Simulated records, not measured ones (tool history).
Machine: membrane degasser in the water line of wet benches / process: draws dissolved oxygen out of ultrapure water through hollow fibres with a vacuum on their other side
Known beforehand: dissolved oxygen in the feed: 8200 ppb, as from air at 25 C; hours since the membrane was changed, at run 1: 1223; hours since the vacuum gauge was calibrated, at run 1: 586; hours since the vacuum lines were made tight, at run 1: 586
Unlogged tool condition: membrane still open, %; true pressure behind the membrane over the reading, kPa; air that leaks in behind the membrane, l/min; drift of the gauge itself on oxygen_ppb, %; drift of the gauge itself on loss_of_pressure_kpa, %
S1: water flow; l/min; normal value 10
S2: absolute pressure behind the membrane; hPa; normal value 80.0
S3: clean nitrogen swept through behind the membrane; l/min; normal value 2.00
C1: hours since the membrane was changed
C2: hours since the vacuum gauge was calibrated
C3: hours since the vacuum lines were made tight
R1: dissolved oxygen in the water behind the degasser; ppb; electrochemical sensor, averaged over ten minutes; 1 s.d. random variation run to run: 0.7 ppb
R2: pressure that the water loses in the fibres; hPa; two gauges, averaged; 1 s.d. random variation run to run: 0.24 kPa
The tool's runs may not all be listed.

run,day,S1,S2,S3,C1,C2,C3,R1,R2
1,0.000,10,80.0,2.00,1223,586,586,62.9,628.9
2,11.108,10,80.0,2.00,1489,853,853,62.6,633.2
3,23.938,7,80.0,2.00,1797,1161,1161,41.8,439.8
4,32.271,11,80.0,2.00,1997,1361,1361,71.2,696.8
5,43.475,10,80.0,4.87,2266,1630,1630,29.7,627.6
6,54.879,10,80.0,1.35,2540,1903,1903,89.1,631.8
7,61.000,10,131.4,2.00,2687,2050,2050,122.8,626.0
8,68.675,10,131.4,2.00,2871,2234,2234,123.9,628.2
9,77.833,10,131.4,2.00,3091,2454,2454,123.4,627.9
10,85.508,10,131.4,2.00,3275,2638,2638,123.5,625.2
11,100.546,10,82.9,1.14,3636,2999,2999,109.9,626.9
# day 108.162: seals of the vacuum lines changed
12,113.954,10,82.9,1.14,3955,3319,139,109.7,627.3
13,125.462,9,122.3,1.64,4232,3595,415,121.4,561.3
14,139.979,9,122.3,1.64,4580,3944,764,124.4,560.3
15,153.917,10,80.0,1.39,4915,4278,1098,87.3,625.0
16,162.779,10,80.0,1.50,5127,4491,1311,82.5,625.6

5 options for the next run, each taken on its own from the tool as it stands now. Forecast them:
A,171.200,10,80.0,1.50,5329,4693,1513,?,?
B,171.200,10,49.6,5.49,5329,4693,1513,?,?
C,171.200,8,52.9,2.03,5329,4693,1513,?,?
D,171.200,14,80.0,2.00,5329,4693,1513,?,?
E,171.200,12,80.0,4.30,5329,4693,1513,?,?

run,R1,R2
A,79.6,624.5
B,12.8,621.7
C,21.7,499.2
D,101.8,877.1
E,44.9,746.6
With no hidden state in the tool, these same runs would have given:
run,R1,R2
A,79.5,631.8
B,12.7,629.0
C,21.6,505.1
D,101.5,887.3
E,44.8,755.3
